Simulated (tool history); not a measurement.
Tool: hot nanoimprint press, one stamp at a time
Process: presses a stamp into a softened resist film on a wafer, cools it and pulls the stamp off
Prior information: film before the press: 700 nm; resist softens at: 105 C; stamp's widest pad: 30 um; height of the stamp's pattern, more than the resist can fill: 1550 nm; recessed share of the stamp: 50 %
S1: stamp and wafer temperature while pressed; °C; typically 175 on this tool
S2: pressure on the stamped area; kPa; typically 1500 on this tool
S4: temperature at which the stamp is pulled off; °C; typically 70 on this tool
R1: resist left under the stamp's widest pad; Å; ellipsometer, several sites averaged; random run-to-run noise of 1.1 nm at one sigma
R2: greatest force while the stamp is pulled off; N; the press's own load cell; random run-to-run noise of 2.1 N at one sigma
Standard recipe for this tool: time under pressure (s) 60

Run 1, day 0: usual settings. Result: R1 3190 Å, R2 106 N.
Run 2, day 1.304: usual settings. Result: R1 3185 Å, R2 102 N.
Run 3, day 2.617: usual settings. Result: R1 3210 Å, R2 108 N.
Run 4, day 3.892: usual settings. Result: R1 3196 Å, R2 114 N.
Run 5, day 5.271: usual settings. Result: R1 3202 Å, R2 114 N.
Run 6, day 6.238: usual settings. Result: R1 3201 Å, R2 113 N.
At day 6.492: plate thermocouple calibrated.
Run 7, day 7.996: usual settings but S2 2260 kPa. Result: R1 2696 Å, R2 114 N.
Run 8, day 8.942: usual settings but S2 1430 kPa. Result: R1 3321 Å, R2 118 N.
Run 9, day 10.167: usual settings but S2 1430 kPa. Result: R1 3342 Å, R2 125 N.
Run 10, day 12.004: usual settings but time under pressure (s) 83, S4 62 °C. Result: R1 2907 Å, R2 151 N.

What if the next run were any one of these 3? Each begins from the tool's condition after run 10:
At day 12.396: stamp cleaned and given a new release coat.
Run A, day 13.8: usual settings but S2 1770 kPa, time under pressure (s) 56. Result: R1 ?, R2 ?.
At day 12.396: stamp cleaned and given a new release coat.
Run B, day 13.8: usual settings but S1 179 °C, S2 960 kPa, time under pressure (s) 49, S4 62 °C. Result: R1 ?, R2 ?.
At day 12.396: stamp cleaned and given a new release coat.
Run C, day 13.8: usual settings but time under pressure (s) 33, S4 62 °C. Result: R1 ?, R2 ?.

run    R1   R2
  A  3124  105
  B  3843  118
  C  4003  118
With no hidden state in the tool, these same runs would have given:
run    R1   R2
  A  2900   97
  B  3625  110
  C  3761  110

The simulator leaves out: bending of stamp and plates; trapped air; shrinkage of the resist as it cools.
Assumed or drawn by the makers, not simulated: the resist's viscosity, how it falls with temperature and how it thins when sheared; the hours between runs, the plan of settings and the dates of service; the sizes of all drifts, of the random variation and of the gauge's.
